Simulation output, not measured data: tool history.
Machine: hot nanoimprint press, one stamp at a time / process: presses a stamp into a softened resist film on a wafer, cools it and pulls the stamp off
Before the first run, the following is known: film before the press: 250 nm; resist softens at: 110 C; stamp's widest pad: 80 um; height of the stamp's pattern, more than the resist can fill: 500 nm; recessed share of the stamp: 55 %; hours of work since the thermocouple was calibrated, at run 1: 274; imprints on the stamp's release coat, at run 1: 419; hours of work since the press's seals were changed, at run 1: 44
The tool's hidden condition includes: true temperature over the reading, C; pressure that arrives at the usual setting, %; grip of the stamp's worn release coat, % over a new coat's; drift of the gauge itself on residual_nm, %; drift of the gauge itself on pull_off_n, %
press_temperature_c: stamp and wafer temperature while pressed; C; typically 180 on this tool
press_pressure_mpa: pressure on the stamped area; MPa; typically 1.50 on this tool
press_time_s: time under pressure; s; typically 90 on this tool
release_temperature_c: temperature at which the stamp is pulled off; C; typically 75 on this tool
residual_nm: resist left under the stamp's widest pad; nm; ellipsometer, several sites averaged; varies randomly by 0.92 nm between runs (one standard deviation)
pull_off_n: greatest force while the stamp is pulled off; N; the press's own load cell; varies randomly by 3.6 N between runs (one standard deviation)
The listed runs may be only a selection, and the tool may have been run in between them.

run     day  press_temperature_c  press_pressure_mpa  press_time_s  release_temperature_c  hours of work since the thermocouple was calibrated  imprints on the stamp's release coat  hours of work since the press's seals were changed  residual_nm  pull_off_n
  1   0.000                  180                1.50            90                     75                                                  274                                   419                                                  44        122.7         199
  2   2.608                  180                1.50            90                     75                                                  323                                   589                                                  93        121.9         206
  3   4.688                  180                1.50            90                     75                                                  362                                   725                                                 132        120.4         207
  4   8.358                  180                1.50            90                     75                                                  431                                   964                                                 201        118.5         217
      9.283  -- plate thermocouple calibrated
     10.308  -- stamp cleaned and given a new release coat
  5  10.875                  180                1.50            90                     75                                                   25                                    37                                                 242        129.6         202
  6  13.921                  178                1.50            90                     75                                                   83                                   236                                                 299        142.3         202
  7  17.221                  178                1.50            90                     75                                                  145                                   451                                                 361        141.1         204
  8  19.608                  180                1.50            90                     75                                                  190                                   607                                                 406        128.4         216
  9  21.367                  180                1.50            90                     75                                                  223                                   722                                                 439        124.8         207
 10  23.388                  180                1.50            90                     75                                                  261                                   854                                                 477        126.0         217
 11  25.917                  180                1.50            90                     75                                                  308                                  1019                                                 525        125.1         218
     26.888  -- stamp cleaned and given a new release coat
 12  29.008                  180                1.50            90                     75                                                  362                                   139                                                 578        122.7         199
 13  32.708                  180                1.50            90                     75                                                  431                                   380                                                 648        122.2         204
     33.667  -- plate thermocouple calibrated
 14  34.629                  180                1.50            90                     75                                                   18                                   497                                                 681        132.9         209
 15  37.379                  180                1.50            90                     75                                                   70                                   677                                                 733        129.9         220
 16  41.067                  178                1.54            90                     75                                                  139                                   918                                                 803        140.0         226
     43.562  -- stamp cleaned and given a new release coat
 17  45.167                  171                1.50            90                     75                                                  212                                   105                                                 875        183.4         201
 18  48.917                  171                1.50            90                     75                                                  282                                   350                                                 945        180.3         208
 19  50.879                  171                1.50            90                     75                                                  319                                   478                                                 982        181.7         207
 20  53.046                  176                1.50            90                     72                                                  360                                   619                                                1023        147.5         216
     54.292  -- press's hydraulic seals changed and the load cell set to zero
 21  56.821                  186                1.50            75                     75                                                  425                                   844                                                  48         95.4         218
     58.325  -- plate thermocouple calibrated
     60.625  -- stamp cleaned and given a new release coat
 22  60.688                  176                1.43            47                     68                                                   40                                     4                                                 113        185.2         199
 23  63.821                  176                1.43            47                     68                                                   99                                   209                                                 172        183.1         215
 24  66.362                  176                1.43            47                     61                                                  147                                   375                                                 220        180.1         237
 25  69.846                  183                1.23            47                     61                                                  212                                   602                                                 286        148.5         238
 26  73.525                  170                1.48            64                     63                                                  281                                   842                                                 355        201.3         246
     77.296  -- stamp cleaned and given a new release coat
 27  77.975                  170                1.52           175                     74                                                  360                                    44                                                 434        153.4         194
 28  81.567                  188                1.52            55                     61                                                  428                                   279                                                 501         99.4         231
     82.954  -- plate thermocouple calibrated
 29  83.600                  183                2.04            95                     72                                                   12                                   404                                                 537         97.2         220
 30  86.754                  174                1.16            95                     72                                                   71                                   609                                                 597        181.0         220

Across each entry between runs, compare the hidden state at the last listed run before it with the hidden state at the first listed run after it:
Logged between run 4 and run 5: plate thermocouple calibrated (day 9.283); stamp cleaned and given a new release coat (day 10.308)
  true temperature over the reading, C: 2.02 -> -0.11; pressure that arrives at the usual setting, %: 98.92 -> 98.64; grip of the stamp's worn release coat, % over a new coat's: 13.7 -> 0.5
  measured value less the no-hidden-state value, residual_nm: -10.6 -> +1.5 nm; pull_off_n: +23 -> +1 N
Logged between run 11 and run 12: stamp cleaned and given a new release coat (day 26.888)
  true temperature over the reading, C: 1.32 -> 1.58; pressure that arrives at the usual setting, %: 96.83 -> 96.46; grip of the stamp's worn release coat, % over a new coat's: 14.5 -> 2
  measured value less the no-hidden-state value, residual_nm: -5.5 -> -6.7 nm; pull_off_n: +25 -> +1 N
Logged between run 13 and run 14: plate thermocouple calibrated (day 33.667)
  true temperature over the reading, C: 1.91 -> 0.14; pressure that arrives at the usual setting, %: 95.99 -> 95.75; grip of the stamp's worn release coat, % over a new coat's: 5.4 -> 7
  measured value less the no-hidden-state value, residual_nm: -8.3 -> +1.9 nm; pull_off_n: +7 -> +14 N
Logged between run 16 and run 17: stamp cleaned and given a new release coat (day 43.562)
  true temperature over the reading, C: 0.69 -> 1.03; pressure that arrives at the usual setting, %: 94.97 -> 94.49; grip of the stamp's worn release coat, % over a new coat's: 13.1 -> 1.5
  measured value less the no-hidden-state value, residual_nm: -0.9 -> -3.1 nm; pull_off_n: +25 -> +1 N
Logged between run 20 and run 21: press's hydraulic seals changed and the load cell set to zero (day 54.292)
  true temperature over the reading, C: 1.69 -> 2.02; pressure that arrives at the usual setting, %: 93.48 -> 99.76; grip of the stamp's worn release coat, % over a new coat's: 8.8 -> 12
  measured value less the no-hidden-state value, residual_nm: -6.3 -> -8.9 nm; pull_off_n: +14 -> +19 N
Logged between run 21 and run 22: plate thermocouple calibrated (day 58.325); stamp cleaned and given a new release coat (day 60.625)
  true temperature over the reading, C: 2.02 -> 0.15; pressure that arrives at the usual setting, %: 99.76 -> 99.32; grip of the stamp's worn release coat, % over a new coat's: 12 -> 0.1
  measured value less the no-hidden-state value, residual_nm: -8.9 -> -0.5 nm; pull_off_n: +19 -> -1 N
Logged between run 26 and run 27: stamp cleaned and given a new release coat (day 77.296)
  true temperature over the reading, C: 1.35 -> 1.76; pressure that arrives at the usual setting, %: 97.76 -> 97.24; grip of the stamp's worn release coat, % over a new coat's: 12 -> 0.6
  measured value less the no-hidden-state value, residual_nm: -6.2 -> -10.3 nm; pull_off_n: +24 -> -2 N
Logged between run 28 and run 29: plate thermocouple calibrated (day 82.954)
  true temperature over the reading, C: 2.09 -> -0.05; pressure that arrives at the usual setting, %: 96.78 -> 96.54; grip of the stamp's worn release coat, % over a new coat's: 3.9 -> 5.7
  measured value less the no-hidden-state value, residual_nm: -7.5 -> +2.7 nm; pull_off_n: +4 -> +12 N
